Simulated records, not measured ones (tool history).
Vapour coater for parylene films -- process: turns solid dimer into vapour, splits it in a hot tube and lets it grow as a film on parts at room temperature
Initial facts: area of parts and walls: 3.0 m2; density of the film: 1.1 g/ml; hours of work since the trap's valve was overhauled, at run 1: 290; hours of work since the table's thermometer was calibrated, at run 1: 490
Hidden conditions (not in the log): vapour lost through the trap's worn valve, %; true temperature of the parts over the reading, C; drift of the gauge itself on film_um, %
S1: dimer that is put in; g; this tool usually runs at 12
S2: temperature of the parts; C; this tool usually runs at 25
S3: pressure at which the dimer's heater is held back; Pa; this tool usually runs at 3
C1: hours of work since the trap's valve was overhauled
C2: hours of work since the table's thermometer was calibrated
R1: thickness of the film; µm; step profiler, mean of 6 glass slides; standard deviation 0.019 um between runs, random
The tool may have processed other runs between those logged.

run   hour  S1  S2     S3   C1    C2    R1
  1      0  12  25      3  290   490  2.78
  2   16.9  12  25      3  302   502  2.81
  3     39  12  22      3  318   518  2.95
  4     51  12  25      3  326   527  2.75
  5   62.4  12  25   8.87  334   535  2.39
  6   89.6  12  24   8.87  354   554  2.49
  7  105.7  12  25      3  365   565  2.72
  8  119.3  12  25      3  375   575  2.75
  9  140.2  12  25      3  390   590  2.76
 10  165.2  12  25      3  407   607  2.74
 11    180  12  25      3  418   618  2.73
 12  193.1  12  25      3  427   627   2.7
 13  217.4  12  26      3  444   644  2.66
 14  234.6  12  27      3  456   656  2.59
 15  258.1  12  25      3  473   673  2.69
 16  284.5  12  25   3.73  492   692  2.61
 17  298.2  12  25   3.73  501   702  2.63
 18  316.4  12  25   4.96  514   714  2.57
 19  330.4   6  25      3  524   724  1.37
     341.9  -- trap's valve overhauled
 20  362.9   6  25    3.5   15   744  1.29
 21  376.8   6  25    3.5   25   754  1.28
 22  394.8   6  25    3.5   37   767  1.29
 23  413.8  12  20      3   51   781  2.87
     426.4  -- trap's valve overhauled, once more
 24  433.3  12  20      3    5   791  3.25
 25  444.7  11  27      3   13   800  2.58
 26  467.9   7  22   9.26   29   816  1.59
 27  488.2   5  30      3   44   830  1.13
 28  507.6   5  30      3   57   844   1.1
 29  530.9   5  30      3   74   861  1.11
 30  551.4   8  34   5.97   88   875  1.53
 31  571.9   8  22   5.41  103   890  1.92
 32    595  12  33  11.32  119   906  2.12
 33    610  12  33  11.32  130   917  2.15
 34  636.7  12  36      3  149   935  2.34
 35  651.4  17  36   4.39  159   946  3.19
 36  663.4   6  20   5.09  168   954  1.48
 37  687.9   6  20   5.09  185   972   1.5
 38  715.6   6  20   5.09  205   991  1.47
 39  734.2  14  20   9.75  218  1004  3.24
 40  749.1  14  18   7.39  228  1015  3.42
 41  763.2  11  33   6.87  238  1025  2.06
 42  782.6  11  33   6.87  252  1039     2
 43  796.6  11  33   6.87  262  1049  2.02

Consider 4 possible next runs. They are alternatives, not a sequence: every one starts from the tool as it was left by run 43. What does each give?
  A  820.7   7  18  4.07  279  1066   ?
  B  820.7  12  31  2.26  279  1066   ?
  C  820.7  17  36     3  279  1066   ?
  D  820.7  12  28  3.64  279  1066   ?

run    R1
  A   1.8
  B   2.6
  C  3.27
  D  2.61
What these runs would have given with no unlogged condition in the tool:
run    R1
  A  1.85
  B  2.66
  C  3.35
  D  2.67

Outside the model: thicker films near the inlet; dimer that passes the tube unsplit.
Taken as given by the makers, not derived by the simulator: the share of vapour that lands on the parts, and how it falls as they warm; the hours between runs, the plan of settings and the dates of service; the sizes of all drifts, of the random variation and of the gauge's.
